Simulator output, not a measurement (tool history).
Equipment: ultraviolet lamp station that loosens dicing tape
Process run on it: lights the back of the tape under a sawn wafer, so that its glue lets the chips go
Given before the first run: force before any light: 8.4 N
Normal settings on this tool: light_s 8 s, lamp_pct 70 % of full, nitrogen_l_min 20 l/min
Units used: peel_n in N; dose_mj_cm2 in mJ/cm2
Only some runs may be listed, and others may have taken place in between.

run     day  light_s  lamp_pct  nitrogen_l_min  peel_n  dose_mj_cm2
  1   0.000        8        70              20   0.385          383
  2   2.329        9        70              20   0.309          421
  3   5.479        8        70              20   0.447          359
  4   8.775        8        70              20   0.490          344
  5  11.883        8        70              20   0.535          334
  6  14.508        8        70              20   0.570          328
  7  16.692        8        70              20   0.635          314
     18.029  -- window cleaned of glue's vapour
  8  19.512        8        70              31   0.689          283
  9  21.496        8        85              31   0.462          337
 10  23.375        9        70              20   0.708          297
 11  26.304        9        70              20   0.725          286
 12  29.367        9        70              20   0.829          275
     30.292  -- window cleaned of glue's vapour, once more
 13  31.354        8        96              20   0.235          464
 14  33.762        5        96              20   0.805          282
 15  37.158        5        96              20   0.859          263
 16  38.912        5        96              20   0.934          263
     41.312  -- lamp changed
 17  41.429        4        94              10   0.949          300
 18  43.108       11        64              15   0.180          559
 19  45.846       11        64              28   0.166          546
 20  47.592        9        70              25   0.218          473
 21  49.496        9        70              25   0.218          472
 22  51.425        8        70               6   0.607          405
 23  54.250        8        69              16   0.431          386
 24  56.021       16        64               7   0.160          708
 25  59.083       14        97              27   0.104          897
     59.550  -- window cleaned of glue's vapour
 26  62.025        8        61               6   0.743          368
 27  63.825        8        61               6   0.773          365
 28  66.517        8        61              30   0.402          354
 29  69.012        8        70               6   0.654          393
 30  70.708        8        70               6   0.675          392
 31  72.604        8        70              31   0.337          379
 32  75.725        8        70              31   0.367          366

Predict each of these 4 candidate next runs independently; none follows another, all start after run 32:
  A  78.617       12        70              20       ?            ?
  B  78.617        8        70               8       ?            ?
  C  78.617        8        70              24       ?            ?
  D  78.617        8        89              31       ?            ?

run  peel_n  dose_mj_cm2
  A   0.178          530
  B   0.721          362
  C   0.431          358
  D   0.216          453
Had the tool no hidden state, the same runs would have come out as:
run  peel_n  dose_mj_cm2
  A   0.116          721
  B   0.341          490
  C   0.202          487
  D   0.126          616
